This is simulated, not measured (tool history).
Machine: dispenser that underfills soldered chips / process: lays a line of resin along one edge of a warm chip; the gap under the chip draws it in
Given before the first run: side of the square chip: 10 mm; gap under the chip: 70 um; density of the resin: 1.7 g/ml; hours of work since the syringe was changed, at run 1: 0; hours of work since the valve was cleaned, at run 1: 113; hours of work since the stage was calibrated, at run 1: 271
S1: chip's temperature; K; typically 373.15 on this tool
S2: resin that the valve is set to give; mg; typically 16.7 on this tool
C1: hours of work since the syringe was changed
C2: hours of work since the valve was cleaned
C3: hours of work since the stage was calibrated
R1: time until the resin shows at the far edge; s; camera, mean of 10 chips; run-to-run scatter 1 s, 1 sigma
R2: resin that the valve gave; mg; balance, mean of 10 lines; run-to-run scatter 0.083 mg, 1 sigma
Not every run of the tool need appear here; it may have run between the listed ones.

| run | hour | S1 | S2 | C1 | C2 | C3 | R1 | R2 |
|---|---|---|---|---|---|---|---|---|
| 1 | 0.0 | 373.15 | 16.7 | 0 | 113 | 271 | 111.2 | 15.53 |
|  | 9.5 | new syringe of resin |
| 2 | 10.9 | 373.15 | 16.7 | 1 | 120 | 279 | 116.7 | 15.51 |
|  | 18.8 | new syringe of resin |
| 3 | 20.0 | 373.15 | 16.7 | 1 | 126 | 284 | 112.4 | 15.45 |
|  | 28.3 | new syringe of resin |
|  | 37.4 | new syringe of resin |
| 4 | 37.4 | 373.15 | 16.7 | 0 | 137 | 296 | 107.0 | 15.37 |
|  | 46.5 | new syringe of resin |
|  | 49.7 | dispensing valve cleaned and set on the balance |
| 5 | 54.5 | 373.15 | 16.0 | 5 | 3 | 306 | 150.9 | 16.01 |
|  | 56.9 | new syringe of resin |
| 6 | 62.1 | 373.15 | 16.0 | 4 | 8 | 311 | 142.7 | 16.16 |
|  | 66.9 | new syringe of resin |
| 7 | 73.6 | 373.15 | 16.0 | 5 | 16 | 319 | 152.4 | 15.86 |
|  | 76.0 | new syringe of resin |
| 8 | 84.0 | 373.15 | 16.0 | 5 | 23 | 326 | 160.2 | 15.81 |
|  | 85.3 | new syringe of resin |
|  | 95.8 | new syringe of resin |
| 9 | 97.0 | 378.15 | 16.7 | 1 | 31 | 334 | 91.2 | 16.22 |
|  | 105.5 | new syringe of resin |
| 10 | 111.7 | 373.15 | 18.5 | 4 | 41 | 344 | 146.9 | 18.14 |
|  | 115.8 | new syringe of resin |
|  | 125.7 | new syringe of resin |
| 11 | 126.6 | 373.15 | 18.5 | 1 | 50 | 354 | 109.9 | 17.98 |
|  | 135.6 | new syringe of resin |
| 12 | 139.4 | 363.15 | 16.8 | 3 | 59 | 362 | 212.3 | 16.13 |
|  | 145.3 | new syringe of resin |
|  | 155.0 | new syringe of resin |
| 13 | 155.4 | 363.15 | 16.8 | 0 | 69 | 372 | 181.5 | 16.15 |

What will run 14 give?
|  | 165.1 | new syringe of resin |
| 14 | 168.7 | 386.15 | 16.7 | 2 | 78 | 381 | ? | ? |

{"run 14": {"R1": 73.7, "R2": 16.04}}
If the tool had no hidden condition, the same run with the same run-to-run variation would have returned R1 54.0 s, R2 16.81 mg.
